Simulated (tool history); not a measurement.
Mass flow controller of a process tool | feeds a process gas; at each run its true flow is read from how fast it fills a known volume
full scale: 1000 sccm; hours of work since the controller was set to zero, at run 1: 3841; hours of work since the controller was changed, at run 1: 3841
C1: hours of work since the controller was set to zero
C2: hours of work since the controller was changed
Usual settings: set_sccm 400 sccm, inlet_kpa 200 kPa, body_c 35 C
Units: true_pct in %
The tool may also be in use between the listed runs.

run 1 hour=0.0 | set_sccm=400 inlet_kpa=200 body_c=35 | C1=3841 C2=3841 | true_pct=97.18
run 2 hour=223.5 | set_sccm=400 inlet_kpa=200 body_c=35 | C1=3976 C2=3976 | true_pct=97.11
run 3 hour=444.6 | set_sccm=400 inlet_kpa=209 body_c=35 | C1=4110 C2=4110 | true_pct=96.91
run 4 hour=556.7 | set_sccm=400 inlet_kpa=209 body_c=35 | C1=4178 C2=4178 | true_pct=96.96
run 5 hour=774.9 | set_sccm=400 inlet_kpa=200 body_c=35 | C1=4310 C2=4310 | true_pct=96.93
run 6 hour=871.8 | set_sccm=400 inlet_kpa=200 body_c=35 | C1=4368 C2=4368 | true_pct=96.99
run 7 hour=1019.1 | set_sccm=400 inlet_kpa=200 body_c=35 | C1=4457 C2=4457 | true_pct=96.92
run 8 hour=1145.6 | set_sccm=400 inlet_kpa=200 body_c=35 | C1=4534 C2=4534 | true_pct=96.86
run 9 hour=1331.3 | set_sccm=400 inlet_kpa=200 body_c=35 | C1=4646 C2=4646 | true_pct=96.64
run 10 hour=1514.3 | set_sccm=400 inlet_kpa=200 body_c=35 | C1=4757 C2=4757 | true_pct=96.76
run 11 hour=1631.6 | set_sccm=400 inlet_kpa=200 body_c=35 | C1=4828 C2=4828 | true_pct=96.67
run 12 hour=1784.6 | set_sccm=222 inlet_kpa=174 body_c=25 | C1=4920 C2=4920 | true_pct=94.52
run 13 hour=1936.4 | set_sccm=221 inlet_kpa=200 body_c=23 | C1=5012 C2=5012 | true_pct=94.43
run 14 hour=2033.2 | set_sccm=221 inlet_kpa=200 body_c=23 | C1=5071 C2=5071 | true_pct=94.26
run 15 hour=2259.2 | set_sccm=506 inlet_kpa=170 body_c=26 | C1=5207 C2=5207 | true_pct=96.90

Run 16 comes next. What will it give?
run 16 hour=2372.9 | set_sccm=903 inlet_kpa=146 body_c=39 | C1=5276 C2=5276 | true_pct=?

true_pct: 98.47 %
Without the tool's hidden state the same run would have given true_pct 100.15 %.
